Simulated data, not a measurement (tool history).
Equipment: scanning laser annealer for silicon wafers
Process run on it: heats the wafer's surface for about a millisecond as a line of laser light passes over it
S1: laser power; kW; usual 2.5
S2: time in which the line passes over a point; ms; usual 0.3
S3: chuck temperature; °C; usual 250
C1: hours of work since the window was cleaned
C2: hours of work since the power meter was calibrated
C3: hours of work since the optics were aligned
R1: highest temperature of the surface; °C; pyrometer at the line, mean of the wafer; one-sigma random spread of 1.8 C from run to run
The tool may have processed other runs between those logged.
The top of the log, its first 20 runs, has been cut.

Run 21, hour 326: usual settings but S1 2.643 kW, S2 0.229 ms, S3 244 °C; C1 237; C2 339; C3 115. Result: R1 952 °C.
Run 22, hour 339: usual settings but S1 2.643 kW, S2 0.229 ms, S3 244 °C; C1 247; C2 348; C3 125. Result: R1 958 °C.
Run 23, hour 350.1: usual settings but S1 2.732 kW, S2 0.229 ms, S3 281 °C; C1 255; C2 356; C3 133. Result: R1 1022 °C.
Run 24, hour 370.6: usual settings but S1 2.732 kW, S2 0.229 ms, S3 281 °C; C1 270; C2 371; C3 148. Result: R1 1023 °C.
At hour 375.3: laser's power meter calibrated.
Run 25, hour 387.9: usual settings but S1 2.66 kW, S2 0.368 ms, S3 281 °C; C1 280; C2 9; C3 158. Result: R1 1213 °C.
Run 26, hour 405.5: usual settings but S1 2.23 kW; C1 293; C2 22; C3 171. Result: R1 917 °C.
Run 27, hour 418.7: usual settings but S1 2.499 kW, S3 223 °C; C1 302; C2 31; C3 180. Result: R1 992 °C.
Run 28, hour 433.2: usual settings but S1 2.499 kW, S3 223 °C; C1 313; C2 42; C3 191. Result: R1 987 °C.
Run 29, hour 455.2: usual settings but S1 2.676 kW, S3 255 °C; C1 329; C2 58; C3 207. Result: R1 1093 °C.
Run 30, hour 464.5: usual settings but S1 2.361 kW, S2 0.227 ms, S3 257 °C; C1 336; C2 65; C3 214. Result: R1 869 °C.
At hour 469.4: laser's power meter calibrated, once more.
Run 31, hour 480.8: usual settings but S1 2.361 kW, S2 0.227 ms, S3 257 °C; C1 345; C2 8; C3 223. Result: R1 866 °C.

Predict the results of run 32:
Run 32, hour 499.9: usual settings but S1 2.361 kW, S2 0.227 ms, S3 257 °C; C1 359; C2 22; C3 237. Result: R1 ?.

{"run 32": {"R1": 864}}
On a tool with no hidden condition, and with the same random variation, this run would have come out at R1 886 °C.
